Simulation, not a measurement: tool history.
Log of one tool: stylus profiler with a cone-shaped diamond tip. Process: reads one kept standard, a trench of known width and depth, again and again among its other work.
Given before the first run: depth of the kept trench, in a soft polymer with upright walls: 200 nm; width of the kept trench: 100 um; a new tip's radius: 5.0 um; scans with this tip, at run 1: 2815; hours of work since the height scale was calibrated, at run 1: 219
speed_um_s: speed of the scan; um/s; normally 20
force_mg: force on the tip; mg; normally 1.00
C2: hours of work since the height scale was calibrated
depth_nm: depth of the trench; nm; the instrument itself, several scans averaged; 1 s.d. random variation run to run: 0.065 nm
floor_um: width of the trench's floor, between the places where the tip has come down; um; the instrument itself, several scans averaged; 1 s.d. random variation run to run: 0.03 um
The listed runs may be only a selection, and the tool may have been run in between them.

Run 1, hour 0.0: usual settings; scans with this tip 2815; C2 219. Result: depth_nm 201.57 nm, floor_um 97.00 um.
Run 2, hour 16.7: usual settings; scans with this tip 2975; C2 231. Result: depth_nm 201.48 nm, floor_um 97.01 um.
Run 3, hour 30.2: usual settings; scans with this tip 3104; C2 241. Result: depth_nm 201.58 nm, floor_um 96.98 um.
Run 4, hour 61.6: usual settings; scans with this tip 3405; C2 265. Result: depth_nm 201.62 nm, floor_um 97.00 um.
Run 5, hour 90.8: usual settings; scans with this tip 3685; C2 286. Result: depth_nm 201.57 nm, floor_um 96.97 um.
Run 6, hour 113.2: usual settings; scans with this tip 3899; C2 303. Result: depth_nm 201.58 nm, floor_um 96.99 um.
Run 7, hour 127.0: usual settings but speed_um_s 19 um/s; scans with this tip 4031; C2 313. Result: depth_nm 201.67 nm, floor_um 96.96 um.
Run 8, hour 147.7: usual settings but speed_um_s 19 um/s; scans with this tip 4230; C2 329. Result: depth_nm 201.47 nm, floor_um 97.05 um.
Run 9, hour 178.4: usual settings but speed_um_s 19 um/s; scans with this tip 4524; C2 352. Result: depth_nm 201.41 nm, floor_um 97.00 um.
Run 10, hour 200.9: usual settings but force_mg 2.03 mg; scans with this tip 4739; C2 368. Result: depth_nm 202.45 nm, floor_um 96.99 um.
Run 11, hour 226.0: usual settings; scans with this tip 4980; C2 387. Result: depth_nm 201.58 nm, floor_um 96.98 um.
Run 12, hour 251.1: usual settings; scans with this tip 5219; C2 406. Result: depth_nm 201.47 nm, floor_um 96.86 um.
Run 13, hour 278.1: usual settings; scans with this tip 5478; C2 426. Result: depth_nm 201.58 nm, floor_um 96.92 um.
Run 14, hour 292.0: usual settings but force_mg 2.96 mg; scans with this tip 5611; C2 436. Result: depth_nm 203.20 nm, floor_um 96.94 um.
Run 15, hour 320.6: usual settings but speed_um_s 42 um/s; scans with this tip 5885; C2 457. Result: depth_nm 201.48 nm, floor_um 96.83 um.
Run 16, hour 340.7: usual settings but speed_um_s 42 um/s; scans with this tip 6078; C2 472. Result: depth_nm 201.55 nm, floor_um 96.84 um.
Run 17, hour 357.9: usual settings but speed_um_s 36 um/s; scans with this tip 6243; C2 485. Result: depth_nm 201.42 nm, floor_um 96.84 um.
Run 18, hour 378.9: usual settings but speed_um_s 22 um/s; scans with this tip 6444; C2 501. Result: depth_nm 201.33 nm, floor_um 96.94 um.
Run 19, hour 404.1: usual settings; scans with this tip 6685; C2 520. Result: depth_nm 201.38 nm, floor_um 96.92 um.
Run 20, hour 431.6: usual settings; scans with this tip 6949; C2 540. Result: depth_nm 201.50 nm, floor_um 96.83 um.
Run 21, hour 449.6: usual settings but speed_um_s 39 um/s, force_mg 0.55 mg; scans with this tip 7121; C2 553. Result: depth_nm 201.01 nm, floor_um 96.78 um.
Run 22, hour 481.4: usual settings but speed_um_s 22 um/s, force_mg 0.66 mg; scans with this tip 7426; C2 577. Result: depth_nm 201.10 nm, floor_um 96.83 um.
Run 23, hour 504.6: usual settings but speed_um_s 12 um/s, force_mg 0.47 mg; scans with this tip 7648; C2 594. Result: depth_nm 200.76 nm, floor_um 96.88 um.

What does the tool deliver on the next run?
Run 24, hour 530.2: usual settings but speed_um_s 47 um/s, force_mg 1.39 mg; scans with this tip 7893; C2 613. Result: depth_nm ?, floor_um ?.

Run 24 yielded depth_nm 201.85 nm, floor_um 96.75 um.
Were there no unlogged condition in the tool, this run, its random variation unchanged, would have produced depth_nm 202.03 nm, floor_um 97.00 um.
